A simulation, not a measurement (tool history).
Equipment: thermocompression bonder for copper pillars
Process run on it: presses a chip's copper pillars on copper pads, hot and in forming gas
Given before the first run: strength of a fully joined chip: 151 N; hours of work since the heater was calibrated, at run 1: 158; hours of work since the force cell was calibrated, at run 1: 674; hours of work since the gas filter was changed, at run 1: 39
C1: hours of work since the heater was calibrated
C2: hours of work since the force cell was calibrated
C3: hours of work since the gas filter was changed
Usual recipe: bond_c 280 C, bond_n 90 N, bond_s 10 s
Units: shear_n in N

{"run": 1, "day": 0.0, "bond_c": 280, "bond_n": 90, "bond_s": 10, "C1": 158, "C2": 674, "C3": 39, "shear_n": 50.3}
{"run": 2, "day": 0.229, "bond_c": 280, "bond_n": 90, "bond_s": 10, "C1": 162, "C2": 679, "C3": 44, "shear_n": 50.3}
{"run": 3, "day": 0.521, "bond_c": 308, "bond_n": 90, "bond_s": 10, "C1": 168, "C2": 684, "C3": 49, "shear_n": 71.4}
{"run": 4, "day": 0.8, "bond_c": 308, "bond_n": 90, "bond_s": 10, "C1": 173, "C2": 689, "C3": 55, "shear_n": 71.2}
{"run": 5, "day": 1.1, "bond_c": 308, "bond_n": 90, "bond_s": 16, "C1": 179, "C2": 695, "C3": 60, "shear_n": 82.2}
{"run": 6, "day": 1.579, "bond_c": 280, "bond_n": 119, "bond_s": 10, "C1": 188, "C2": 704, "C3": 70, "shear_n": 60.4}
{"run": 7, "day": 1.912, "bond_c": 280, "bond_n": 56, "bond_s": 10, "C1": 194, "C2": 711, "C3": 76, "shear_n": 34.3}
{"run": 8, "day": 2.317, "bond_c": 280, "bond_n": 90, "bond_s": 10, "C1": 202, "C2": 718, "C3": 84, "shear_n": 48.6}
{"run": 9, "day": 2.646, "bond_c": 280, "bond_n": 58, "bond_s": 10, "C1": 208, "C2": 725, "C3": 90, "shear_n": 34.5}
{"run": 10, "day": 3.0, "bond_c": 280, "bond_n": 90, "bond_s": 10, "C1": 215, "C2": 731, "C3": 97, "shear_n": 48.5}

Estimate the outcome of run 11 from the log above:
{"day": 3.117, "done": "heater calibrated with a thermocouple chip"}
{"run": 11, "day": 3.308, "bond_c": 283, "bond_n": 108, "bond_s": 15, "C1": 4, "C2": 736, "C3": 101, "shear_n": "?"}

For run 11 the tool returned shear_n 67.8 N.
Take away the tool's hidden state, keep the run-to-run variation as it was, and the same run would have given shear_n 73.3 N.
